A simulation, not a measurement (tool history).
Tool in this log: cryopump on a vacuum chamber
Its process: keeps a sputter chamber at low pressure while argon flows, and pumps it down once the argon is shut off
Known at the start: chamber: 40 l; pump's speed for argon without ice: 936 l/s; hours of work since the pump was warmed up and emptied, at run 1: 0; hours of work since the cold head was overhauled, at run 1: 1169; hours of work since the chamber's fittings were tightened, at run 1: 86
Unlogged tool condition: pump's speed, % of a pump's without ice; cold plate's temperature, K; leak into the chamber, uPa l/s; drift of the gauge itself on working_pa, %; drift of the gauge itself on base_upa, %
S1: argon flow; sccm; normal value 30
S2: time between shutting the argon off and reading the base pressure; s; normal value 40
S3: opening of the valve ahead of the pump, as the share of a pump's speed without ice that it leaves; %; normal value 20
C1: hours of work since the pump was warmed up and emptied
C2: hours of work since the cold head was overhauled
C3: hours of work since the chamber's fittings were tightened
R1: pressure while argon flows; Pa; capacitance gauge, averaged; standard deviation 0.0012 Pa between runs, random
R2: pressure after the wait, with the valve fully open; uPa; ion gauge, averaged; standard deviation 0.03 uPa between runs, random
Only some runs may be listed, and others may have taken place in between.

run	hour	S1	S2	S3	C1	C2	C3	R1	R2
1	0.0	30	40	20	0	1169	86	0.2710	1.55
2	42.9	30	62	20	20	1189	106	0.2730	1.14
3	72.9	30	62	20	35	1203	120	0.2745	1.17
4	134.9	30	62	20	64	1233	149	0.2759	1.18
5	174.7	30	40	20	83	1252	168	0.2745	1.67
6	215.1	30	40	20	102	1271	187	0.2789	1.64
7	256.7	30	40	20	122	1291	207	0.2758	1.63
8	294.5	30	40	20	140	1308	225	0.2785	1.65
9	320.2	30	40	20	152	1321	237	0.2794	1.72
10	359.6	14	40	20	170	1339	256	0.1295	1.70
11	418.2	14	40	20	198	1367	284	0.1311	1.78
12	469.2	29	40	20	222	1391	308	0.2753	1.74
13	528.0	30	40	20	250	1419	336	0.2825	1.85
14	568.2	30	40	20	269	1438	355	0.2853	1.84
15	618.1	30	40	20	293	1462	378	0.2849	1.84
16	681.6	30	40	20	323	1492	409	0.2890	1.86
17	734.5	30	40	20	348	1517	434	0.2923	1.96
# hour 788.1: pump warmed up, emptied and cooled again
18	796.8	19	102	29	4	1544	461	0.1191	1.07
19	839.9	30	126	20	25	1565	481	0.2745	0.96
20	869.4	30	126	20	39	1579	495	0.2761	1.01
21	919.7	42	232	15	62	1602	519	0.5090	0.81
22	983.0	19	40	19	92	1632	549	0.1839	1.86
23	1013.9	35	40	36	107	1647	564	0.1830	1.80
24	1057.6	35	35	36	128	1668	584	0.1828	2.03
25	1121.1	30	120	20	158	1698	614	0.2779	1.16
26	1159.3	30	120	20	176	1716	633	0.2812	1.17
27	1220.7	24	120	20	205	1745	662	0.2278	1.19
28	1278.3	24	120	20	232	1772	689	0.2278	1.24
29	1325.1	12	73	38	254	1795	711	0.0628	1.51
30	1353.9	12	73	44	268	1808	725	0.0553	1.50
31	1401.9	30	61	39	291	1831	748	0.1558	1.73
32	1458.7	29	71	26	318	1858	774	0.2218	1.67
33	1491.8	30	40	42	333	1873	790	0.1501	2.17

What if the next run were any one of these 5? Each begins from the tool's condition after run 33:
A	1520.9	22	40	20	347	1887	804	?	?
B	1520.9	19	24	36	347	1887	804	?	?
C	1520.9	52	25	16	347	1887	804	?	?
D	1520.9	30	62	42	347	1887	804	?	?
E	1520.9	30	236	26	347	1887	804	?	?

run	R1	R2
A	0.2145	2.13
B	0.1082	2.99
C	0.6247	2.81
D	0.1507	1.80
E	0.2274	1.22
With no hidden state in the tool, these same runs would have given:
run	R1	R2
A	0.1990	1.44
B	0.0948	2.27
C	0.5882	2.11
D	0.1296	1.09
E	0.2065	0.51

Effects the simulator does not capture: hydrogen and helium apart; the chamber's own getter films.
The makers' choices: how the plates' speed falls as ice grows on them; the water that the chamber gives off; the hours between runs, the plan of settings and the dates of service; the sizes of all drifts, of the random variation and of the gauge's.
